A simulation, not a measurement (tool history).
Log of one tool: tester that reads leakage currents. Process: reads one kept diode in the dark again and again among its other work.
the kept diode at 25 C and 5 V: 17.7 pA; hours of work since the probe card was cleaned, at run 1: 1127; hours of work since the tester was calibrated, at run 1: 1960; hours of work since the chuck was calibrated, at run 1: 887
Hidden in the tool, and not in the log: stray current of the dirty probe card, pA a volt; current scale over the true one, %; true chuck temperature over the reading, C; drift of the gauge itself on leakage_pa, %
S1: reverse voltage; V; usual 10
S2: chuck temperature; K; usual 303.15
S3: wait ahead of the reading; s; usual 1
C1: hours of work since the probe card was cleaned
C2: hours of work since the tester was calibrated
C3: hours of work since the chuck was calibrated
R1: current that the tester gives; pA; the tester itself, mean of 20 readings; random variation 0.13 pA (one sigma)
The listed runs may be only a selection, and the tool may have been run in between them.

run	hour	S1	S2	S3	C1	C2	C3	R1
1	0	10	303.15	1	1127	1960	887	51.85
# hour 95.1: chuck's temperature calibrated
# hour 153.4: tester calibrated
2	163.1	10	303.15	1	1251	8	51	47.61
3	337.8	10	303.15	1	1387	144	188	48.89
# hour 423: probe card cleaned and baked
4	446.7	10	303.15	1	19	226	270	41.92
5	549.1	10	303.15	4.73	98	306	350	40.76
6	693.1	10	303.15	2.33	211	419	463	42.41
7	849.8	10	303.15	1	333	541	585	45.1
8	987.7	10	303.15	1	440	648	692	45.97
9	1165.1	10	303.15	1	579	787	831	47.63
10	1314.7	10	303.15	1	695	903	947	48.95
# hour 1333.3: chuck's temperature calibrated
11	1404.9	10	303.15	1	764	972	56	45.27
12	1530.4	10	303.15	0.56	862	1070	154	48.07
13	1640.4	10	303.15	0.56	948	1156	240	48.89
14	1830.2	10	303.15	0.56	1096	1304	388	50.4
15	2024.6	10	303.15	0.56	1248	1456	539	52.1
16	2191.2	10	303.15	0.56	1378	1585	669	53.15
# hour 2294.1: probe card cleaned and baked
17	2347.9	10	303.15	0.56	42	1705	789	47.76
18	2549.3	10	303.15	0.56	199	1862	946	49.15
# hour 2581.4: chuck's temperature calibrated
19	2717.1	2.6	303.15	0.56	328	1992	106	21.74
20	2814.8	2.6	303.15	0.56	404	2068	182	21.74
# hour 2828.7: tester calibrated
21	3026.2	2.6	303.15	0.56	568	154	345	21.94
22	3225.2	1.8	330.15	4.59	723	309	501	125.57
23	3314.2	1.8	330.15	4.59	792	379	570	127.48
24	3483.4	8.3	322.15	3.71	924	511	702	162.27
25	3603.3	2.7	302.15	0.47	1018	604	795	22.7
26	3731.3	2.7	302.15	0.47	1118	704	895	23.12
# hour 3829.3: chuck's temperature calibrated
27	3848.9	2.7	302.15	0.47	1208	794	15	21.46
28	3978.7	4.2	328.15	1.93	1309	895	117	165.8
# hour 4162.1: probe card cleaned and baked
29	4188.8	2.8	320.15	0.75	21	1057	278	77.76
30	4306.4	1.9	303.15	4.61	113	1149	370	17.58
31	4452.7	11.7	303.15	1	227	1263	484	48.79
32	4609.5	11.7	303.15	1	349	1385	606	50.11
33	4792.2	10	303.15	1.3	491	1528	749	46.86
34	4930.3	10	303.15	1.3	599	1635	856	47.78
# hour 5075.1: chuck's temperature calibrated
35	5096.2	6.5	324.15	1.94	727	1763	16	156.3
36	5248.8	8.7	303.15	0.47	846	1882	136	45.45
37	5399.7	8.7	303.15	0.47	964	2000	253	46.51
# hour 5511.9: tester calibrated
38	5598.4	3.2	303.15	0.93	1117	67	407	25.22
39	5806.9	6.4	320.15	3	1280	230	569	124.11
40	5950.2	5.4	303.15	1.58	1392	342	681	34.91

Hidden condition of the tool, last listed run before each entry between runs versus first listed run after:
After run 1, before run 2: chuck's temperature calibrated (hour 95.1); tester calibrated (hour 153.4)
  stray current of the dirty probe card, pA a volt: 0.612 -> 0.669; current scale over the true one, %: 2.26 -> -0.03; true chuck temperature over the reading, C: 1.29 -> 0.14
  difference, measured minus the result without the unlogged condition, R1: +11.24 -> +6.92 pA
After run 3, before run 4: probe card cleaned and baked (hour 423)
  stray current of the dirty probe card, pA a volt: 0.734 -> 0.031; current scale over the true one, %: 0.1 -> 0.2; true chuck temperature over the reading, C: 0.32 -> 0.42
  difference, measured minus the result without the unlogged condition, R1: +8.19 -> +1.5 pA
After run 10, before run 11: chuck's temperature calibrated (hour 1333.3)
  stray current of the dirty probe card, pA a volt: 0.346 -> 0.377; current scale over the true one, %: 0.97 -> 1.05; true chuck temperature over the reading, C: 1.38 -> 0.16
  difference, measured minus the result without the unlogged condition, R1: +8.19 -> +4.54 pA
After run 16, before run 17: probe card cleaned and baked (hour 2294.1)
  stray current of the dirty probe card, pA a volt: 0.661 -> 0.044; current scale over the true one, %: 1.73 -> 1.86; true chuck temperature over the reading, C: 1.06 -> 1.23
  difference, measured minus the result without the unlogged condition, R1: +10.64 -> +5.07 pA
After run 18, before run 19: chuck's temperature calibrated (hour 2581.4)
  stray current of the dirty probe card, pA a volt: 0.12 -> 0.181; current scale over the true one, %: 2.04 -> 2.18; true chuck temperature over the reading, C: 1.46 -> 0.11
  difference, measured minus the result without the unlogged condition, R1: +6.68 -> +1.07 pA
After run 20, before run 21: tester calibrated (hour 2828.7)
  stray current of the dirty probe card, pA a volt: 0.216 -> 0.292; current scale over the true one, %: 2.26 -> 0.15; true chuck temperature over the reading, C: 0.23 -> 0.46
  difference, measured minus the result without the unlogged condition, R1: +1.34 -> +1.47 pA
After run 26, before run 27: chuck's temperature calibrated (hour 3829.3)
  stray current of the dirty probe card, pA a volt: 0.556 -> 0.599; current scale over the true one, %: 0.8 -> 0.9; true chuck temperature over the reading, C: 1.24 -> 0.06
  difference, measured minus the result without the unlogged condition, R1: +3.54 -> +1.84 pA
After run 28, before run 29: probe card cleaned and baked (hour 4162.1)
  stray current of the dirty probe card, pA a volt: 0.646 -> 0.031; current scale over the true one, %: 1.02 -> 1.2; true chuck temperature over the reading, C: 0.21 -> 0.45
  difference, measured minus the result without the unlogged condition, R1: +6.61 -> +3.41 pA
After run 34, before run 35: chuck's temperature calibrated (hour 5075.1)
  stray current of the dirty probe card, pA a volt: 0.306 -> 0.362; current scale over the true one, %: 1.85 -> 1.99; true chuck temperature over the reading, C: 1.29 -> 0.06
  difference, measured minus the result without the unlogged condition, R1: +7.87 -> +5.89 pA
After run 37, before run 38: tester calibrated (hour 5511.9)
  stray current of the dirty probe card, pA a volt: 0.481 -> 0.548; current scale over the true one, %: 2.26 -> 0.1; true chuck temperature over the reading, C: 0.4 -> 0.63
  difference, measured minus the result without the unlogged condition, R1: +6.21 -> +2.83 pA

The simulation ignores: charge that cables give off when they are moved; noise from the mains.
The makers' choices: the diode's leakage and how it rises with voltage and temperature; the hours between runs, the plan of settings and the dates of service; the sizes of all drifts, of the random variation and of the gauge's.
